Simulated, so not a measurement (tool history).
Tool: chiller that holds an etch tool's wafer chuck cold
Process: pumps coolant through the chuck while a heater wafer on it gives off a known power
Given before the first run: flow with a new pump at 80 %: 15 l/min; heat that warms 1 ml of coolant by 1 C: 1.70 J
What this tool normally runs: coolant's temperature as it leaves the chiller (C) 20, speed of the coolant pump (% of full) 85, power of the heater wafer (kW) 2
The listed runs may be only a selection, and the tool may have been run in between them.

run    hour  coolant's temperature as it leaves the chiller (C)  speed of the coolant pump (% of full)  power of the heater wafer (kW)  chuck's temperature once it has settled (C)  how much warmer the coolant comes back (C)
  1       0                                                  20                                     85                               2                                           32                                        4.72
  2   106.1                                                  20                                     85                               2                                         31.8                                        4.78
  3   250.1                                                  20                                     85                               2                                         31.8                                        4.77
  4   413.8                                                  20                                     85                               2                                         31.9                                        4.72
      552.7  -- chiller's thermometer calibrated
  5   552.7                                                  20                                     85                               2                                         32.4                                        4.75
  6   641.6                                                  20                                     85                               2                                         32.3                                        4.78
  7   744.2                                                  20                                     85                           2.414                                         35.2                                        5.76
  8     873                                                  20                                     85                           2.414                                         35.2                                        5.79
  9     968                                                  20                                     85                           2.414                                         35.1                                        5.78
 10  1135.9                                                  20                                     85                           2.414                                         35.2                                        5.78
 11  1284.2                                                  11                                     74                           1.407                                         20.8                                        3.88
 12  1442.3                                                  11                                     74                           1.407                                         20.6                                        3.85
 13  1536.3                                                  27                                     93                               2                                         38.8                                        4.47
 14  1715.4                                                  27                                     93                               2                                           39                                        4.42
 15  1875.3                                                  27                                     93                               2                                         38.6                                        4.45
 16  2023.2                                                  27                                     93                               2                                         39.1                                        4.42
 17  2202.6                                                  16                                     85                           1.089                                         22.9                                        2.63
 18  2357.9                                                  16                                     85                           1.089                                         22.9                                        2.66

3 ways to go on from here, each from the tool as it stands after run 18. What would each give?
  A  2441.2                                                  20                                     85                           1.112                                            ?                                           ?
  B  2441.2                                                  27                                    100                           2.371                                            ?                                           ?
  C  2441.2                                                  26                                     63                           2.548                                            ?                                           ?

run  chuck's temperature once it has settled (C)  how much warmer the coolant comes back (C)
  A                                           27                                        2.74
  B                                         40.7                                        4.95
  C                                         46.9                                        8.29
What these runs would have given with no unlogged condition in the tool:
run  chuck's temperature once it has settled (C)  how much warmer the coolant comes back (C)
  A                                         26.3                                        2.49
  B                                         39.1                                        4.49
  C                                         44.3                                        7.53

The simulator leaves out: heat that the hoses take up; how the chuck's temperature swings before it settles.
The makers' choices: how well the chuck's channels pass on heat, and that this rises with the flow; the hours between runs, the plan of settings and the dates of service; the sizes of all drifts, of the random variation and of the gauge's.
